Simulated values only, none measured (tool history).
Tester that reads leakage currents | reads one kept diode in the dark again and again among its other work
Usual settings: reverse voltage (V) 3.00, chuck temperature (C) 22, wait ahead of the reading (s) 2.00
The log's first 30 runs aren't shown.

run,hour,reverse voltage (V),chuck temperature (C),wait ahead of the reading (s),hours of work since the probe card was cleaned,hours of work since the tester was calibrated,hours of work since the chuck was calibrated,current that the tester gives (pA)
31,1540.8,8.12,46,2.00,1745,2452,1961,836.23
32,1610.3,1.50,25,5.77,1789,2496,2005,50.73
33,1653.7,3.32,22,8.47,1816,2524,2032,61.83
34,1693.9,1.45,51,8.47,1842,2549,2058,445.13
35,1745.1,5.91,46,1.21,1875,2582,2091,692.37
36,1794.3,8.57,46,4.03,1906,2613,2122,866.28
37,1823.8,7.43,29,0.46,1925,2632,2141,192.54
38,1882.8,9.59,51,0.37,1962,2670,2178,1373.49
39,1943.5,9.59,51,0.37,2001,2708,2217,1370.76

Forecast each of these 3 alternatives for the next run:
A,1981.0,3.31,26,0.80,2025,2732,2241,?
B,1981.0,3.00,25,2.06,2025,2732,2241,?
C,1981.0,1.33,51,0.37,2025,2732,2241,?

run,current that the tester gives (pA)
A,89.67
B,76.67
C,422.89
Without the tool's hidden state the same runs would have given:
run,current that the tester gives (pA)
A,89.66
B,76.67
C,422.95
